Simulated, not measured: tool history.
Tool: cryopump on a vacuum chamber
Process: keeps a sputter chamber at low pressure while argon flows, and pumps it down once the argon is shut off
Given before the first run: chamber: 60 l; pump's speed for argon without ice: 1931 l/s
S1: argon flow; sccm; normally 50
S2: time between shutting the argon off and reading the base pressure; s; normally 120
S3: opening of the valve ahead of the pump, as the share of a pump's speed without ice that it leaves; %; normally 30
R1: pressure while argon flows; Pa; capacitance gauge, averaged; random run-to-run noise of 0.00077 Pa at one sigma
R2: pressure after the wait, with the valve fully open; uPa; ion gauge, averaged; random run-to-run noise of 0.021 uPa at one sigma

run	hour	S1	S2	S3	R1	R2
1	0.0	50	120	30	0.1534	0.69
2	34.9	50	120	30	0.1553	0.67
3	98.9	46	120	30	0.1430	0.69
4	139.3	50	120	30	0.1568	0.67
5	191.6	50	120	30	0.1590	0.70
6	235.2	50	66	30	0.1573	0.99
7	275.4	50	108	30	0.1572	0.74
8	307.7	50	108	30	0.1579	0.72
9	339.0	50	120	30	0.1565	0.70
10	397.2	50	120	30	0.1595	0.73
11	466.9	50	120	30	0.1592	0.72
12	536.9	50	120	30	0.1608	0.73
13	573.0	50	120	30	0.1618	0.70
14	623.0	50	120	30	0.1606	0.73
15	686.3	50	120	30	0.1629	0.77
16	715.1	21	120	30	0.0681	0.74
17	748.4	21	120	30	0.0679	0.74
18	803.7	21	120	30	0.0683	0.75
19	844.9	50	38	30	0.1639	1.51
20	879.4	24	120	20	0.1140	0.73
21	918.9	24	120	20	0.1145	0.78
22	973.4	21	69	20	0.0999	1.03
# hour 1037.0: pump warmed up, emptied and cooled again
23	1040.3	50	37	54	0.0821	1.44
24	1086.7	50	37	54	0.0820	1.42
25	1147.7	50	49	19	0.2323	1.16
26	1192.4	81	42	19	0.3753	1.26
27	1258.7	81	29	21	0.3411	1.80
28	1325.2	95	29	54	0.1586	1.76
29	1368.7	95	29	54	0.1603	1.74
30	1435.6	95	29	54	0.1619	1.83
31	1485.8	81	164	17	0.4255	0.59
32	1527.1	28	41	46	0.0555	1.40
33	1585.6	93	127	20	0.4161	0.68

5 options for the next run, each taken on its own from the tool as it stands now. Forecast them:
A	1614.9	93	120	38	?	?
B	1614.9	47	90	20	?	?
C	1614.9	35	147	16	?	?
D	1614.9	22	120	25	?	?
E	1614.9	93	21	22	?	?

run	R1	R2
A	0.2231	0.72
B	0.2103	0.83
C	0.1944	0.64
D	0.0779	0.68
E	0.3774	2.31
Stripped of hidden state, with their random variation kept, the same runs would have yielded:
run	R1	R2
A	0.2133	0.52
B	0.2053	0.64
C	0.1907	0.44
D	0.0755	0.48
E	0.3675	2.11
